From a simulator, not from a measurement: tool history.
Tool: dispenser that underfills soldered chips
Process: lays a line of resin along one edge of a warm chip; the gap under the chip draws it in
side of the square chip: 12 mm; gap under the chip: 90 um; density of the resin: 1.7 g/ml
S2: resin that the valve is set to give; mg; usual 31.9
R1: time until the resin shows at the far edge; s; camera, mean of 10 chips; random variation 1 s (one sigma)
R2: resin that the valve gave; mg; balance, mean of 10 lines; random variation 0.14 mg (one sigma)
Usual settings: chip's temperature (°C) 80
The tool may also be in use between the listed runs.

run 1 hour=0.0 | chip's_temperature_(°C)=80 S2=31.9 | R1=119.2 R2=31.18
run 2 hour=5.2 | chip's_temperature_(°C)=80 S2=31.9 | R1=142.8 R2=31.23
-- hour=6.6 new syringe of resin
run 3 hour=9.6 | chip's_temperature_(°C)=80 S2=31.9 | R1=105.8 R2=31.17
run 4 hour=12.2 | chip's_temperature_(°C)=80 S2=31.9 | R1=117.1 R2=30.86
run 5 hour=15.8 | chip's_temperature_(°C)=80 S2=35.3 | R1=129.0 R2=34.08
run 6 hour=18.5 | chip's_temperature_(°C)=80 S2=37.2 | R1=142.7 R2=36.38
-- hour=19.2 new syringe of resin
run 7 hour=23.8 | chip's_temperature_(°C)=80 S2=37.2 | R1=109.1 R2=36.14
run 8 hour=26.6 | chip's_temperature_(°C)=89 S2=31.9 | R1=89.8 R2=30.73
run 9 hour=29.0 | chip's_temperature_(°C)=80 S2=32.1 | R1=138.8 R2=31.05
-- hour=32.0 new syringe of resin
run 10 hour=33.8 | chip's_temperature_(°C)=80 S2=32.1 | R1=103.3 R2=30.99
run 11 hour=37.0 | chip's_temperature_(°C)=80 S2=31.9 | R1=117.0 R2=30.79
run 12 hour=41.9 | chip's_temperature_(°C)=80 S2=31.9 | R1=138.8 R2=30.86
-- hour=44.6 new syringe of resin
run 13 hour=45.2 | chip's_temperature_(°C)=80 S2=31.9 | R1=97.6 R2=30.68
run 14 hour=49.8 | chip's_temperature_(°C)=80 S2=38.4 | R1=113.7 R2=37.23
run 15 hour=52.8 | chip's_temperature_(°C)=80 S2=38.4 | R1=127.5 R2=36.91
-- hour=57.3 new syringe of resin
run 16 hour=57.3 | chip's_temperature_(°C)=80 S2=37.8 | R1=90.9 R2=36.20
run 17 hour=60.6 | chip's_temperature_(°C)=80 S2=37.8 | R1=102.4 R2=36.24
run 18 hour=64.2 | chip's_temperature_(°C)=80 S2=37.8 | R1=118.2 R2=36.31
run 19 hour=69.4 | chip's_temperature_(°C)=91 S2=31.6 | R1=97.2 R2=30.36
-- hour=70.0 new syringe of resin
run 20 hour=72.3 | chip's_temperature_(°C)=91 S2=31.6 | R1=68.1 R2=30.15
run 21 hour=74.9 | chip's_temperature_(°C)=83 S2=31.8 | R1=103.1 R2=30.33
run 22 hour=79.7 | chip's_temperature_(°C)=89 S2=37.1 | R1=93.4 R2=35.43
-- hour=82.7 new syringe of resin
run 23 hour=83.5 | chip's_temperature_(°C)=77 S2=35.3 | R1=107.2 R2=33.73
run 24 hour=88.7 | chip's_temperature_(°C)=86 S2=32.6 | R1=92.2 R2=31.12
run 25 hour=93.4 | chip's_temperature_(°C)=76 S2=37.5 | R1=158.9 R2=35.84
-- hour=95.3 new syringe of resin
run 26 hour=97.1 | chip's_temperature_(°C)=76 S2=37.5 | R1=118.0 R2=35.75
run 27 hour=100.3 | chip's_temperature_(°C)=71 S2=34.0 | R1=164.3 R2=32.22
-- hour=103.6 dispensing valve cleaned and set on the balance
run 28 hour=104.1 | chip's_temperature_(°C)=72 S2=31.9 | R1=174.4 R2=31.88
run 29 hour=107.3 | chip's_temperature_(°C)=67 S2=33.0 | R1=242.7 R2=32.96
-- hour=109.2 new syringe of resin
run 30 hour=112.1 | chip's_temperature_(°C)=86 S2=37.6 | R1=81.2 R2=37.62
run 31 hour=115.4 | chip's_temperature_(°C)=86 S2=37.6 | R1=92.7 R2=37.27
run 32 hour=119.2 | chip's_temperature_(°C)=76 S2=37.4 | R1=158.4 R2=37.12
-- hour=121.8 new syringe of resin
run 33 hour=124.2 | chip's_temperature_(°C)=94 S2=36.2 | R1=59.3 R2=35.81
run 34 hour=126.6 | chip's_temperature_(°C)=81 S2=29.3 | R1=113.3 R2=29.11
run 35 hour=130.8 | chip's_temperature_(°C)=94 S2=31.7 | R1=79.0 R2=31.57
run 36 hour=133.7 | chip's_temperature_(°C)=86 S2=40.2 | R1=113.4 R2=39.72

3 ways to go on from here, each from the tool as it stands after run 36. What would each give?
-- hour=134.3 new syringe of resin
run A hour=137.4 | chip's_temperature_(°C)=70 S2=31.9 | R1=? R2=?
-- hour=134.3 new syringe of resin
run B hour=137.4 | chip's_temperature_(°C)=93 S2=38.8 | R1=? R2=?
-- hour=134.3 new syringe of resin
run C hour=137.4 | chip's_temperature_(°C)=67 S2=38.4 | R1=? R2=?

run=A R1=161.2 R2=31.49
run=B R1=63.6 R2=38.35
run=C R1=176.8 R2=38.19
Without the tool's hidden state the same runs would have given:
run=A R1=146.6 R2=31.72
run=B R1=57.7 R2=38.64
run=C R1=161.0 R2=38.48
